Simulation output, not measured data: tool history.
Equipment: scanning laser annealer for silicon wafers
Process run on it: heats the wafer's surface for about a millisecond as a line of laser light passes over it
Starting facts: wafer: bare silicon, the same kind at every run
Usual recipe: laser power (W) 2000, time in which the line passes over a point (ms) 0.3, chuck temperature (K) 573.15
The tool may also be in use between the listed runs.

run   hour  laser power (W)  time in which the line passes over a point (ms)  chuck temperature (K)  highest temperature of the surface (K)
  1      0             2000                                              0.3                 573.15                                 1310.15
  2   10.5             2000                                              0.3                 573.15                                 1308.15
  3   21.3             2000                                              0.3                 573.15                                 1307.15
  4   33.4             2000                                              0.3                 573.15                                 1307.15
  5   48.4             2000                                              0.3                 573.15                                 1304.15
  6   67.6             2000                                              0.3                 573.15                                 1308.15
  7   81.8             2000                                              0.3                 583.15                                 1312.15
  8   99.7             2000                                              0.3                 583.15                                 1306.15
  9  116.9             2000                                              0.3                 583.15                                 1309.15
 10  134.7             2000                                            0.233                 573.15                                 1220.15
 11  153.8             2000                                            0.233                 573.15                                 1217.15
 12  162.8             2000                                            0.233                 573.15                                 1216.15
 13  181.7             2124                                              0.3                 573.15                                 1351.15
 14  200.4             2000                                            0.342                 573.15                                 1335.15
 15  216.8             1875                                            0.342                 573.15                                 1281.15
 16  233.6             2053                                            0.342                 580.15                                 1366.15
 17  243.5             2019                                            0.366                 538.15                                 1336.15
 18  255.5             2155                                              0.3                 578.15                                 1360.15
 19    272             2155                                              0.3                 578.15                                 1361.15
 20  287.5             2118                                            0.249                 573.15                                 1277.15
 21  301.1             2118                                            0.249                 573.15                                 1271.15
 22  312.1             1995                                            0.327                 556.15                                 1292.15
 23  326.1             1905                                            0.367                 535.15                                 1266.15
 24  342.1             1905                                            0.367                 535.15                                 1265.15
 25  357.1             1996                                             0.27                 575.15                                 1248.15
 26  370.7             2000                                            0.213                 542.15                                 1146.15
 27  391.9             2000                                            0.213                 542.15                                 1176.15

Not shown: 1 entry that the log had between the listed runs. Between which runs, and how does the tool's hidden state differ before and after?
From run 26 to run 27: window over the wafer cleaned (hour 377.2)
  light that passes the window, % of a clean one's: 95.23 -> 99.69; laser's true power over the reading, %: 0 -> 0.01; width of the line over the set one, %: 3.64 -> 3.7
  measured minus no-state result, highest temperature of the surface (K): -56 -> -21
